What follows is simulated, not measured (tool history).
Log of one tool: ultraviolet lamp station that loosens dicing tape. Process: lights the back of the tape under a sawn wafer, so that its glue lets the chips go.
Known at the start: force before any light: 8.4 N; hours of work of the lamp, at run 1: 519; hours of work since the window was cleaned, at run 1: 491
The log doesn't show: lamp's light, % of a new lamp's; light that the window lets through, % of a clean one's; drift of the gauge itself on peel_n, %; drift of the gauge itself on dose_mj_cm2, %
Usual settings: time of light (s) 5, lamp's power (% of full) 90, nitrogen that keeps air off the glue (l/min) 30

run     day  time of light (s)  lamp's power (% of full)  nitrogen that keeps air off the glue (l/min)  hours of work of the lamp  hours of work since the window was cleaned  force that peels the tape off (N)  light that reached the tape (mJ/cm²)
  1       0                  5                        90                                            30                        519                                         491                              0.845                                   250
  2   0.538                  5                        90                                            30                        529                                         500                              0.864                                   253
  3   1.375                  5                        90                                            30                        543                                         515                              0.895                                   250
  4   2.154                  5                        90                                            30                        557                                         529                              0.929                                   249
  5   2.796                  5                        90                                            30                        568                                         540                              0.912                                   244
  6   3.371                  5                        90                                            30                        578                                         550                              0.943                                   245
  7   3.758                  5                        90                                            30                        585                                         556                              0.906                                   244
  8   4.188                  5                        90                                            30                        592                                         564                              0.917                                   242
  9   5.021                  5                        90                                            30                        607                                         578                              0.947                                   242
 10   5.912                  5                        73                                            30                        622                                         594                              1.465                                   192
 11   6.538                  5                        73                                            30                        633                                         605                              1.433                                   194
 12   7.288                  5                        73                                            30                        646                                         618                              1.421                                   193
 13   7.675                  5                        73                                            30                        653                                         625                              1.466                                   192
 14   8.542                  7                        90                                            30                        668                                         640                              0.456                                   334
 15   9.046                  7                        90                                            30                        677                                         649                              0.472                                   330
 16   9.496                  5                        74                                            30                        685                                         656                              1.495                                   191
      9.896  -- window cleaned of glue's vapour
 17  10.279                  8                        74                                            30                        698                                           7                              0.381                                   357
 18  10.821                  8                        74                                            30                        707                                          16                               0.37                                   360
 19  11.608                  4                        93                                            25                        721                                          30                              1.194                                   218
 20  12.162                  4                        74                                            24                        731                                          39                              1.819                                   175
 21  12.933                  9                        77                                            30                        744                                          53                              0.264                                   407
 22  13.579                  9                        77                                            30                        755                                          64                              0.255                                   403
 23  14.321                  3                        75                                            37                        768                                          77                              2.386                                   128
 24  15.058                  8                        66                                            30                        781                                          90                               0.55                                   306
 25  15.896                  6                        99                                            10                        796                                         105                              0.781                                   343
 26  16.642                  6                        99                                            10                        809                                         117                              0.774                                   340
 27  17.117                  6                        99                                            10                        817                                         126                              0.813                                   340
 28  17.662                  6                        99                                            10                        827                                         135                              0.834                                   336
 29  18.162                  5                        87                                            30                        835                                         144                              0.875                                   247
 30  18.942                  5                        66                                            29                        849                                         158                              1.554                                   184
 31  19.454                  3                        67                                            29                        858                                         166                              3.017                                   112
 32  20.246                  3                        67                                            29                        872                                         180                              3.033                                   111
 33  20.754                  9                        86                                            12                        880                                         189                              0.414                                   433
 34  21.317                  9                        86                                            12                        890                                         199                              0.391                                   430
 35  21.875                  9                        86                                            12                        900                                         209                              0.405                                   429

Run 36 comes next. What will it give?
 36  22.6                  3                        88                                            43                        913                                         221                                  ?                                     ?

force that peels the tape off (N): 2.015
light that reached the tape (mJ/cm²): 146
Without the tool's hidden state the same run would have given force that peels the tape off (N) 1.381, light that reached the tape (mJ/cm²) 186.
